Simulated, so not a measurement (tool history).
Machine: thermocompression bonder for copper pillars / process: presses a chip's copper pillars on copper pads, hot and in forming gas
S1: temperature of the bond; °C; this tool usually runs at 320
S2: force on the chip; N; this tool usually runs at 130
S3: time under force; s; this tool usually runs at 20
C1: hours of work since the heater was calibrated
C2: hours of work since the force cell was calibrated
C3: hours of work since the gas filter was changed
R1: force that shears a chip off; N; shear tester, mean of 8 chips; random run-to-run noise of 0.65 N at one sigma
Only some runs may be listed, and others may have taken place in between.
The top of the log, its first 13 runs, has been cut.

run,hour,S1,S2,S3,C1,C2,C3,R1
# hour 446.7: forming gas filter changed
14,456.3,338,130,20,370,390,7,46.0
15,499.3,304,130,20,400,420,37,29.5
16,529.0,320,184,20,421,441,58,43.9
17,568.7,310,130,20,449,469,86,30.8
18,593.5,310,130,20,466,486,103,28.8
# hour 604.3: forming gas filter changed
19,639.9,310,130,20,498,518,25,31.1
20,668.0,310,130,20,518,538,45,30.6
21,689.4,310,130,20,533,553,60,30.2
22,710.3,333,104,20,548,568,74,36.0
23,754.1,333,104,20,579,598,105,33.2
# hour 763.3: forming gas filter changed
24,799.7,333,104,20,610,630,26,36.3

What will run 25 give?
25,821.6,296,79,19,626,646,41,?

{"run 25": {"R1": 18.0}}
Had the tool carried no hidden state, the very same run would have given R1 21.9 N.
